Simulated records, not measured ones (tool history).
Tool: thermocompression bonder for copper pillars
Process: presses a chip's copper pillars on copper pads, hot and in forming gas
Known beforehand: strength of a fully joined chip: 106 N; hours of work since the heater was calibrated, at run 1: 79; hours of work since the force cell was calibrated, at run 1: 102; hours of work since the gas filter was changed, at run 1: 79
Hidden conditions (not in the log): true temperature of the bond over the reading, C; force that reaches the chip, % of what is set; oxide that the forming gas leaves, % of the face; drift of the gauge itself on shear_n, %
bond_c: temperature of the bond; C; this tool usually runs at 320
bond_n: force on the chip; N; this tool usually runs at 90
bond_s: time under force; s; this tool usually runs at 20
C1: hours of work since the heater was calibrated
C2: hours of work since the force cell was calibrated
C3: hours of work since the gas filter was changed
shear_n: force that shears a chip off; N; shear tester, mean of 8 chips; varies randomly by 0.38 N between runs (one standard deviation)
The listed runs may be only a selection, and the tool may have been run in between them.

run 1 hour=0 | bond_c=320 bond_n=90 bond_s=20 | C1=79 C2=102 C3=79 | shear_n=64
run 2 hour=6.7 | bond_c=320 bond_n=90 bond_s=20 | C1=84 C2=107 C3=84 | shear_n=63.3
run 3 hour=12 | bond_c=320 bond_n=90 bond_s=20 | C1=88 C2=112 C3=88 | shear_n=63.9
run 4 hour=17.5 | bond_c=320 bond_n=79 bond_s=20 | C1=93 C2=116 C3=93 | shear_n=59.1
run 5 hour=28.7 | bond_c=320 bond_n=79 bond_s=20 | C1=102 C2=125 C3=102 | shear_n=58.3
run 6 hour=33.7 | bond_c=320 bond_n=79 bond_s=20 | C1=106 C2=129 C3=106 | shear_n=58.6
run 7 hour=40.5 | bond_c=326 bond_n=90 bond_s=20 | C1=111 C2=134 C3=111 | shear_n=66.8
run 8 hour=51.8 | bond_c=320 bond_n=62 bond_s=20 | C1=120 C2=143 C3=120 | shear_n=51.4
run 9 hour=60 | bond_c=320 bond_n=85 bond_s=20 | C1=126 C2=149 C3=126 | shear_n=60.8
run 10 hour=68.4 | bond_c=320 bond_n=63 bond_s=20 | C1=133 C2=156 C3=133 | shear_n=50.7
run 11 hour=73.5 | bond_c=320 bond_n=63 bond_s=20 | C1=137 C2=160 C3=137 | shear_n=51.2
run 12 hour=78.8 | bond_c=320 bond_n=90 bond_s=20 | C1=141 C2=164 C3=141 | shear_n=63.3
run 13 hour=84.6 | bond_c=320 bond_n=90 bond_s=20 | C1=146 C2=169 C3=146 | shear_n=63.3
run 14 hour=91 | bond_c=320 bond_n=90 bond_s=20 | C1=151 C2=174 C3=151 | shear_n=63.5
run 15 hour=96.5 | bond_c=320 bond_n=90 bond_s=20 | C1=155 C2=178 C3=155 | shear_n=63.1
run 16 hour=104.9 | bond_c=320 bond_n=90 bond_s=13 | C1=162 C2=185 C3=162 | shear_n=55.2
run 17 hour=115.6 | bond_c=320 bond_n=90 bond_s=13 | C1=170 C2=193 C3=170 | shear_n=54.9
run 18 hour=126 | bond_c=320 bond_n=90 bond_s=13 | C1=178 C2=201 C3=178 | shear_n=54.2
run 19 hour=131.8 | bond_c=320 bond_n=90 bond_s=20 | C1=183 C2=206 C3=183 | shear_n=63.4
run 20 hour=142 | bond_c=320 bond_n=58 bond_s=39 | C1=191 C2=214 C3=191 | shear_n=60.4
run 21 hour=152.9 | bond_c=316 bond_n=90 bond_s=20 | C1=199 C2=223 C3=199 | shear_n=61
run 22 hour=163.7 | bond_c=320 bond_n=67 bond_s=20 | C1=208 C2=231 C3=208 | shear_n=52.7
run 23 hour=169.6 | bond_c=312 bond_n=111 bond_s=52 | C1=212 C2=236 C3=212 | shear_n=82.6
run 24 hour=174.5 | bond_c=319 bond_n=67 bond_s=44 | C1=216 C2=240 C3=216 | shear_n=66.6
run 25 hour=184.8 | bond_c=300 bond_n=60 bond_s=20 | C1=224 C2=248 C3=224 | shear_n=38.4
run 26 hour=195.1 | bond_c=313 bond_n=115 bond_s=15 | C1=233 C2=256 C3=233 | shear_n=62
run 27 hour=199.8 | bond_c=313 bond_n=115 bond_s=15 | C1=236 C2=260 C3=236 | shear_n=62
run 28 hour=210.7 | bond_c=313 bond_n=115 bond_s=15 | C1=245 C2=268 C3=245 | shear_n=61.3
run 29 hour=219.1 | bond_c=313 bond_n=85 bond_s=15 | C1=252 C2=275 C3=252 | shear_n=51.7
run 30 hour=229.7 | bond_c=313 bond_n=77 bond_s=60 | C1=260 C2=283 C3=260 | shear_n=73.8

Estimate the outcome of run 31 from the log above:
run 31 hour=235.2 | bond_c=313 bond_n=125 bond_s=31 | C1=264 C2=287 C3=264 | shear_n=?

Run 31 came out at shear_n 78.2 N.
On a tool with no hidden condition, and with the same random variation, this run would have come out at shear_n 80 N.
